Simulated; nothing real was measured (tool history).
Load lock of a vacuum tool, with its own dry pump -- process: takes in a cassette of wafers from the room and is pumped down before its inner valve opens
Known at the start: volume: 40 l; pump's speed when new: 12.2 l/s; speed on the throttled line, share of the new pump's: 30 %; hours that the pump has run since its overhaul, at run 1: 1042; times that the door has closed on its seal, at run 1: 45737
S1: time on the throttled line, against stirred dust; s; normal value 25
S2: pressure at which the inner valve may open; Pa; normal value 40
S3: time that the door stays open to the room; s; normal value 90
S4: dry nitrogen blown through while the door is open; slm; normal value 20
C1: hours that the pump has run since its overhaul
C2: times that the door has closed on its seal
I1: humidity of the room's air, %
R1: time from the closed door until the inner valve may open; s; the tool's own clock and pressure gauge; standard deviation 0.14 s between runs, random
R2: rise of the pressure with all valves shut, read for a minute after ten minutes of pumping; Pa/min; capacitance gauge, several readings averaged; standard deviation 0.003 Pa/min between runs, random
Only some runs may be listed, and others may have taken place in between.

{"run": 1, "hour": 0.0, "S1": 25, "S2": 40, "S3": 90, "S4": 20, "C1": 1042, "C2": 45737, "I1": 46.4, "R1": 43.3, "R2": 0.043}
{"run": 2, "hour": 48.3, "S1": 25, "S2": 40, "S3": 90, "S4": 20, "C1": 1091, "C2": 45894, "I1": 45.7, "R1": 43.3, "R2": 0.038}
{"run": 3, "hour": 108.6, "S1": 25, "S2": 40, "S3": 90, "S4": 20, "C1": 1151, "C2": 46090, "I1": 47.3, "R1": 43.4, "R2": 0.039}
{"run": 4, "hour": 164.7, "S1": 25, "S2": 40, "S3": 90, "S4": 20, "C1": 1207, "C2": 46273, "I1": 45, "R1": 43.4, "R2": 0.034}
{"run": 5, "hour": 238.0, "S1": 25, "S2": 33, "S3": 90, "S4": 20, "C1": 1280, "C2": 46512, "I1": 47.4, "R1": 44.2, "R2": 0.039}
{"run": 6, "hour": 346.0, "S1": 25, "S2": 33, "S3": 90, "S4": 20, "C1": 1388, "C2": 46863, "I1": 44.6, "R1": 43.9, "R2": 0.035}
{"run": 7, "hour": 395.4, "S1": 25, "S2": 33, "S3": 90, "S4": 20, "C1": 1438, "C2": 47025, "I1": 44.5, "R1": 44, "R2": 0.038}
{"hour": 414.5, "done": "door's seal changed, seat wiped"}
{"run": 8, "hour": 454.4, "S1": 25, "S2": 33, "S3": 90, "S4": 20, "C1": 1495, "C2": 130, "I1": 43.7, "R1": 44.4, "R2": 0.034}
{"run": 9, "hour": 516.0, "S1": 25, "S2": 33, "S3": 90, "S4": 20, "C1": 1557, "C2": 330, "I1": 46, "R1": 44.2, "R2": 0.035}
{"run": 10, "hour": 576.2, "S1": 25, "S2": 40, "S3": 90, "S4": 15, "C1": 1617, "C2": 526, "I1": 43.9, "R1": 43.3, "R2": 0.037}
{"run": 11, "hour": 638.8, "S1": 25, "S2": 40, "S3": 90, "S4": 15, "C1": 1680, "C2": 730, "I1": 42, "R1": 43.5, "R2": 0.039}
{"run": 12, "hour": 733.5, "S1": 25, "S2": 40, "S3": 90, "S4": 15, "C1": 1775, "C2": 1039, "I1": 46.3, "R1": 43.4, "R2": 0.043}
{"run": 13, "hour": 824.8, "S1": 25, "S2": 40, "S3": 45, "S4": 20, "C1": 1866, "C2": 1336, "I1": 45.8, "R1": 43.3, "R2": 0.027}
{"run": 14, "hour": 936.4, "S1": 25, "S2": 38, "S3": 196, "S4": 20, "C1": 1977, "C2": 1699, "I1": 45.1, "R1": 43.7, "R2": 0.049}
{"run": 15, "hour": 1009.8, "S1": 21, "S2": 38, "S3": 50, "S4": 10, "C1": 2051, "C2": 1939, "I1": 47.4, "R1": 40.7, "R2": 0.037}
{"run": 16, "hour": 1103.8, "S1": 21, "S2": 38, "S3": 50, "S4": 10, "C1": 2145, "C2": 2245, "I1": 51.9, "R1": 40.8, "R2": 0.037}
{"run": 17, "hour": 1218.9, "S1": 25, "S2": 39, "S3": 90, "S4": 20, "C1": 2260, "C2": 2620, "I1": 45.5, "R1": 43.4, "R2": 0.044}
{"run": 18, "hour": 1291.4, "S1": 25, "S2": 39, "S3": 90, "S4": 12, "C1": 2332, "C2": 2856, "I1": 43.7, "R1": 43.3, "R2": 0.045}
{"run": 19, "hour": 1390.6, "S1": 25, "S2": 38, "S3": 105, "S4": 20, "C1": 2432, "C2": 3179, "I1": 47.1, "R1": 43.5, "R2": 0.037}

Forecast run 20:
{"run": 20, "hour": 1454.7, "S1": 25, "S2": 40, "S3": 50, "S4": 41, "C1": 2496, "C2": 3388, "I1": 46.8, "R1": "?", "R2": "?"}

Run 20 yielded R1 43.5 s, R2 0.018 Pa/min.
Without the tool's hidden state the same run would have given R1 43.5 s, R2 0.018 Pa/min.
